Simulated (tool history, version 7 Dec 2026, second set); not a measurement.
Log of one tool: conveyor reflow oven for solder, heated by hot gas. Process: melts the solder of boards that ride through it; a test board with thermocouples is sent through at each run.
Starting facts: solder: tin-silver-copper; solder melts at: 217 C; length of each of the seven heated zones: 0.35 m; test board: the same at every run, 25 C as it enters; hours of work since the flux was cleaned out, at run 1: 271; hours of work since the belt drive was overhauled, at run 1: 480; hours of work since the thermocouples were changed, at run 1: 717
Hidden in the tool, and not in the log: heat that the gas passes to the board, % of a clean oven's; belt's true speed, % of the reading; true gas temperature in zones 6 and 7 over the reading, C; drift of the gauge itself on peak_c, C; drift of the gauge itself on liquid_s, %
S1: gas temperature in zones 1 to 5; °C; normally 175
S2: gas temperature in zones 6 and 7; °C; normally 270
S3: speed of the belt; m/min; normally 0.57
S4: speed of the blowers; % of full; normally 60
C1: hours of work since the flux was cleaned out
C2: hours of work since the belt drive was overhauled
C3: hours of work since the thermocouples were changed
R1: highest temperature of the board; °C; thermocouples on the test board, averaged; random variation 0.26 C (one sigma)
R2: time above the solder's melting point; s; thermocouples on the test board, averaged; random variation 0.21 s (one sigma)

run	hour	S1	S2	S3	S4	C1	C2	C3	R1	R2
1	0	175	270	0.57	60	271	480	717	253.1	55
2	32.2	175	270	0.57	60	291	500	738	253.4	55
3	84.5	175	278	0.57	60	324	533	770	258.9	59.1
4	149.8	173	270	0.57	60	365	573	811	252.3	53.5
# hour 164.4: flux residue cleaned out of gas plates and filters
5	218.1	173	270	0.57	60	33	613	850	254.5	56.1
6	266.9	175	270	0.57	60	64	643	881	254.1	56.6
7	325.3	179	270	0.57	60	100	680	917	255	58.5
8	385.7	179	270	0.57	60	138	717	955	255.1	58.3
9	439.8	179	270	0.57	60	172	751	988	255.1	58.3
10	501.2	175	270	0.57	60	210	789	1027	253.6	56.2
11	538.6	170	270	0.57	60	233	813	1050	252.8	53.6
12	570.3	170	270	0.57	60	253	832	1070	252.8	53.5
# hour 615.5: thermocouples of zones 6 and 7 changed
13	626.9	170	270	0.57	60	287	866	7	249.4	51.4
14	669.1	170	270	0.57	60	313	893	33	249.6	51
15	706.3	170	270	0.57	82	336	916	57	253.3	54.8
# hour 768.3: flux residue cleaned out of gas plates and filters
16	778	166	282	0.57	82	6	957	98	265	60.4
17	834.9	175	270	0.57	88	42	993	134	256.4	59.1
18	890.4	168	262	0.632	70	76	1027	168	242.1	40
19	952.7	178	264	0.48	68	115	1066	207	253.8	70.3
20	990.1	178	264	0.48	68	138	1090	230	253.2	69.7
21	1017.9	170	268	0.656	70	156	1107	248	246.3	41.4
22	1062.5	177	276	0.656	71	183	1135	275	254.2	48.9
23	1091	174	276	0.656	71	201	1152	293	253.4	47.7
24	1152.2	182	283	0.67	58	239	1191	331	257.1	50.3
25	1200.9	166	270	0.663	60	270	1221	362	243.5	36.9
26	1235.7	166	270	0.663	60	291	1243	383	243.1	37
27	1280.4	166	270	0.663	60	319	1270	411	243.4	37
28	1341.4	175	279	0.57	54	357	1308	449	257.6	58.1
# hour 1369.1: flux residue cleaned out of gas plates and filters
# hour 1391.2: belt drive overhauled, speed set with a stopwatch
29	1405.9	163	279	0.57	60	20	9	484	258.8	54.8

What if the next run were any one of these 5? Each begins from the tool's condition after run 29:
A	1459.5	175	265	0.543	60	54	43	517	?	?
B	1459.5	170	278	0.57	52	54	43	517	?	?
C	1459.5	175	266	0.658	60	54	43	517	?	?
D	1459.5	175	267	0.57	60	54	43	517	?	?
E	1459.5	168	279	0.57	60	54	43	517	?	?

run	R1	R2
A	250.1	56.7
B	256.8	55.9
C	244.4	40.6
D	251.1	53.4
E	259.6	57.3
The same runs, with their run-to-run variation unchanged, on a tool lacking any hidden condition would have given:
run	R1	R2
A	248.6	55.6
B	255.4	54.9
C	243.1	39.6
D	249.7	52.4
E	258.2	56.5
